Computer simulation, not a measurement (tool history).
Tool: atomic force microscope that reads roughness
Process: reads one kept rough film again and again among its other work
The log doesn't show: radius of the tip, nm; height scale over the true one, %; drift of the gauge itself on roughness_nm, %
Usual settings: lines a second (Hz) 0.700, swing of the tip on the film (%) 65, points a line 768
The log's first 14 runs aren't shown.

run	hour	lines a second (Hz)	swing of the tip on the film (%)	points a line	pictures with this tip	hours of work since the height scale was calibrated	roughness of the kept film (nm (root mean square))
# hour 890.6: new tip fitted
15	903.1	0.801	65	768	14	1489	2.591
16	961.1	0.700	65	768	78	1520	2.602
# hour 972.7: new tip fitted
17	1013.1	0.825	65	768	45	1548	2.591
# hour 1052.7: new tip fitted
18	1083.7	2.207	79	364	34	1585	2.262
19	1123.9	2.207	79	364	79	1607	2.272
# hour 1130.7: new tip fitted
20	1163.7	2.207	79	364	37	1627	2.278
# hour 1211.1: new tip fitted
21	1214.5	2.207	79	364	4	1654	2.275
22	1267.9	3.944	79	335	63	1683	2.043
# hour 1294.0: new tip fitted
23	1336.4	1.200	58	768	48	1719	2.636
# hour 1374.0: new tip fitted
# hour 1392.4: height scale calibrated on a step standard
24	1418.8	1.603	66	835	48	14	2.531
# hour 1454.6: new tip fitted
25	1496.6	1.603	79	278	46	55	2.361
# hour 1536.8: new tip fitted
26	1552.1	0.569	79	574	17	85	2.576
27	1610.0	1.739	69	357	81	115	2.469

The next listed run, before its measurement:
# hour 1618.2: new tip fitted
28	1659.1	0.574	65	768	45	141	?

{"run 28": {"roughness of the kept film (nm (root mean square))": 2.612}}
Without the tool's hidden state the same run would have given roughness of the kept film (nm (root mean square)) 2.617.
